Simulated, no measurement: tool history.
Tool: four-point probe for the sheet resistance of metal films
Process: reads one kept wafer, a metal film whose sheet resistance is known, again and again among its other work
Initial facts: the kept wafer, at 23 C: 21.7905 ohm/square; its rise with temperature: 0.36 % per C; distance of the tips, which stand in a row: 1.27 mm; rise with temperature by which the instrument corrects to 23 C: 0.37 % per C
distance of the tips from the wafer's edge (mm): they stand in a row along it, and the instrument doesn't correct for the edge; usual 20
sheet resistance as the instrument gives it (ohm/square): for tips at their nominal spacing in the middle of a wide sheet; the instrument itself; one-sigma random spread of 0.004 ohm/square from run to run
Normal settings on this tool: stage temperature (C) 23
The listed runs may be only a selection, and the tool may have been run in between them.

run	day	stage temperature (C)	distance of the tips from the wafer's edge (mm)	sheet resistance as the instrument gives it (ohm/square)
1	0.000	23	20	21.847696
2	0.946	23	42	21.805495
3	1.925	23	3	23.701353
4	3.108	32	3	23.693526
5	4.488	23	37	21.815028
6	5.146	23	4	22.916144
7	5.971	23	4	22.917296
8	6.975	23	7	22.172083
9	8.342	19	12	21.935608

Estimate the outcome of run 10 from the log above:
10	9.833	29	15	?

sheet resistance as the instrument gives it (ohm/square): 21.872824
Without the tool's hidden state the same run would have given sheet resistance as the instrument gives it (ohm/square) 21.864666.
